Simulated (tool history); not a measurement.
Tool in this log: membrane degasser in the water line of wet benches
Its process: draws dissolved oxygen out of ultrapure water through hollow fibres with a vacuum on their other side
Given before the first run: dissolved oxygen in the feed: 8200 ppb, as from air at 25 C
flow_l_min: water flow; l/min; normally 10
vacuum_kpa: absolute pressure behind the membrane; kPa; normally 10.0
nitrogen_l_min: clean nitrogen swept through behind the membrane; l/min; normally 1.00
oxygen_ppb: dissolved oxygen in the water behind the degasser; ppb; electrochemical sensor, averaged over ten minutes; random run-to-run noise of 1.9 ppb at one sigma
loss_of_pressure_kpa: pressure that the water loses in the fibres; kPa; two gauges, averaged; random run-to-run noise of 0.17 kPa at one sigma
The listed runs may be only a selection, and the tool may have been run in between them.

| run | hour | flow_l_min | vacuum_kpa | nitrogen_l_min | oxygen_ppb | loss_of_pressure_kpa |
|---|---|---|---|---|---|---|
| 1 | 0.0 | 10 | 10.0 | 1.00 | 184.6 | 26.67 |
| 2 | 42.0 | 10 | 10.0 | 0.98 | 187.6 | 26.50 |
| 3 | 68.1 | 8 | 10.0 | 1.00 | 138.2 | 20.96 |
| 4 | 113.5 | 8 | 10.0 | 1.00 | 136.5 | 21.24 |
| 5 | 150.3 | 10 | 14.5 | 1.00 | 288.1 | 26.42 |
| 6 | 176.9 | 10 | 10.0 | 1.00 | 183.8 | 26.51 |
| 7 | 208.3 | 10 | 10.0 | 1.00 | 181.7 | 26.33 |
| 8 | 250.4 | 11 | 10.0 | 1.00 | 213.7 | 28.74 |
| 9 | 284.2 | 11 | 10.0 | 1.00 | 216.2 | 29.14 |
| 10 | 329.3 | 11 | 10.0 | 1.00 | 215.2 | 29.06 |
| 11 | 361.2 | 11 | 10.0 | 1.00 | 211.4 | 28.89 |
| 12 | 399.7 | 11 | 10.0 | 1.00 | 213.8 | 28.96 |
| 13 | 436.6 | 11 | 10.0 | 1.00 | 212.3 | 29.07 |
| 14 | 464.1 | 10 | 10.0 | 1.00 | 184.1 | 26.64 |
| 15 | 502.9 | 10 | 10.0 | 1.00 | 186.1 | 26.59 |
| 16 | 540.5 | 10 | 6.7 | 0.48 | 188.5 | 26.53 |
| 17 | 587.0 | 10 | 11.8 | 0.82 | 262.4 | 26.28 |
| 18 | 612.8 | 7 | 9.1 | 0.87 | 117.6 | 18.59 |
| 19 | 647.4 | 11 | 7.5 | 1.00 | 152.6 | 29.08 |
| 20 | 674.5 | 13 | 10.0 | 1.00 | 284.2 | 34.49 |
| 21 | 716.9 | 8 | 11.8 | 1.00 | 173.1 | 21.18 |
| 22 | 758.6 | 6 | 8.2 | 0.95 | 78.6 | 15.82 |
| 23 | 802.4 | 9 | 23.3 | 0.52 | 743.0 | 23.72 |
| 24 | 837.2 | 12 | 10.6 | 2.08 | 163.0 | 31.61 |
| 25 | 860.4 | 15 | 10.0 | 1.00 | 361.9 | 39.52 |
| 26 | 891.3 | 10 | 22.6 | 1.00 | 462.0 | 26.80 |
| 27 | 921.9 | 10 | 22.6 | 1.00 | 466.5 | 26.33 |
| 28 | 968.7 | 11 | 10.6 | 0.85 | 260.3 | 29.05 |
| 29 | 998.2 | 11 | 10.6 | 0.85 | 253.8 | 29.17 |
| 30 | 1024.2 | 9 | 10.0 | 2.40 | 77.1 | 23.92 |

Between the runs listed above, the log contained 1 entry, not reproduced here. Where in the sequence does each belong, and how does what the log doesn't record of the tool's condition differ from the listed run before to the listed run after?
Logged between run 22 and run 23: vacuum gauge calibrated (hour 764.4)
  true pressure behind the membrane over the reading, kPa: 0.01 -> 0

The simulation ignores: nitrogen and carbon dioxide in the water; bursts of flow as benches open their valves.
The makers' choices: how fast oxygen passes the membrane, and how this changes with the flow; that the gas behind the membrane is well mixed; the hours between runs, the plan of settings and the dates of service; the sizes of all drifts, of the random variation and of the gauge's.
